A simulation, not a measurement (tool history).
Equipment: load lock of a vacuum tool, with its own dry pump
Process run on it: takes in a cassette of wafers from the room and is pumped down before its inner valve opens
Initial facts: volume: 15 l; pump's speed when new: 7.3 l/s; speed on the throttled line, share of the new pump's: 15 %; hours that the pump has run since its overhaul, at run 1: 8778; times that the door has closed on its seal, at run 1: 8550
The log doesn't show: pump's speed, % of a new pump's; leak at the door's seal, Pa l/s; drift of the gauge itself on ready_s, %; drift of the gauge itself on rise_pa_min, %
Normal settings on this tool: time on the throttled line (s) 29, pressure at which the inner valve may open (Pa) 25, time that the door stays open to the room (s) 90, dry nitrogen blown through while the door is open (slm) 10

run,hour,time on the throttled line (s),pressure at which the inner valve may open (Pa),time that the door stays open to the room (s),dry nitrogen blown through while the door is open (slm),hours that the pump has run since its overhaul,times that the door has closed on its seal,"incoming humidity of the room's air, %",time from the closed door until the inner valve may open (s),rise of the pressure with all valves shut (Pa/min)
1,0,29,25,90,10,8778,8550,47,42.5,0.142
2,274.3,29,25,90,10,9053,9426,48,42.5,0.153
3,478.6,29,25,90,10,9257,10078,49.5,42.6,0.163
4,606.3,29,25,90,10,9385,10486,45.2,42.8,0.167
5,874,29,25,90,7,9652,11341,44.4,42.8,0.186
6,1001.2,29,25,90,7,9780,11747,43.7,42.6,0.2
7,1167.4,29,25,90,7,9946,12278,44.4,42.7,0.205
8,1300.7,29,25,90,7,10079,12703,48,42.7,0.21
9,1514,29,25,90,7,10292,13385,47.7,42.7,0.218
10,1779.6,28,21,175,10,10558,14233,42.9,42.2,0.243
11,2017,35,21,153,10,10795,14991,46.4,48.2,0.268
12,2241.3,29,22,46,10,11020,15707,44,43,0.242
13,2401.9,29,29,93,4,11180,16220,41.5,42.4,0.297
14,2572.7,29,38,150,4,11351,16765,46.4,41.8,0.338

Each row is a separate what-if for the run after 14, all from the same tool condition, not one after another. Results?
A,2808.7,17,46,150,21,11587,17519,41.4,?,?
B,2808.7,36,34,90,10,11587,17519,43,?,?
C,2808.7,29,25,90,8,11587,17519,45.3,?,?
D,2808.7,29,25,90,22,11587,17519,44.3,?,?

run,time from the closed door until the inner valve may open (s),rise of the pressure with all valves shut (Pa/min)
A,31.7,0.288
B,47.9,0.304
C,42.6,0.312
D,43.1,0.271
With the hidden condition removed and each run's random variation left untouched, the same runs would have given:
run,time from the closed door until the inner valve may open (s),rise of the pressure with all valves shut (Pa/min)
A,30.7,0.046
B,47.1,0.061
C,41.7,0.07
D,42.1,0.031
